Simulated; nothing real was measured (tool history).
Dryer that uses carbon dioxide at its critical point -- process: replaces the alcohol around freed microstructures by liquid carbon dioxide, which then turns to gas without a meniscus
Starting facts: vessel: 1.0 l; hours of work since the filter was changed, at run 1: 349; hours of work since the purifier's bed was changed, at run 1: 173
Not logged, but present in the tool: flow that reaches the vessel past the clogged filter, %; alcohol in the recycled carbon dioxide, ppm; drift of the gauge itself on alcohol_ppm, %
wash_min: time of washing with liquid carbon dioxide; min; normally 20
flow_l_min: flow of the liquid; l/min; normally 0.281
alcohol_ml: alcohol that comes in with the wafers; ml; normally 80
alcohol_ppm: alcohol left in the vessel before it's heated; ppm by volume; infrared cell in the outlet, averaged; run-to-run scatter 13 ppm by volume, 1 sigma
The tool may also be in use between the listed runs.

run,day,wash_min,flow_l_min,alcohol_ml,hours of work since the filter was changed,hours of work since the purifier's bed was changed,alcohol_ppm
1,0.000,20,0.281,80,349,173,1105
2,0.533,12,0.281,80,355,179,6172
3,1.225,20,0.281,80,362,185,1157
4,2.238,20,0.281,80,372,195,1169
5,2.742,20,0.281,80,376,200,1185
6,3.383,20,0.182,80,383,207,5507
# day 3.967: inlet filter changed
7,4.033,20,0.182,80,1,213,4259
8,4.721,20,0.182,80,7,219,4295
9,5.412,27,0.182,80,14,226,1535
10,6.379,29,0.243,80,24,236,275
11,7.321,20,0.175,53,33,245,3248
12,7.867,12,0.400,81,38,250,1468
13,8.404,20,0.197,80,44,256,3352
14,9.125,20,0.197,62,51,263,2673
15,10.125,20,0.238,22,61,273,498
16,10.833,20,0.238,22,68,280,488
17,11.767,19,0.281,25,77,289,364

Forecast each of these 5 alternatives for the next run:
A,12.679,26,0.281,80,86,298,?
B,12.679,14,0.410,22,86,298,?
C,12.679,20,0.396,24,86,298,?
D,12.679,20,0.316,80,86,298,?
E,12.679,25,0.281,20,86,298,?

run,alcohol_ppm
A,224
B,209
C,70
D,494
E,87
Had the tool no hidden state, the same runs would have come out as:
run,alcohol_ppm
A,182
B,174
C,47
D,429
E,62
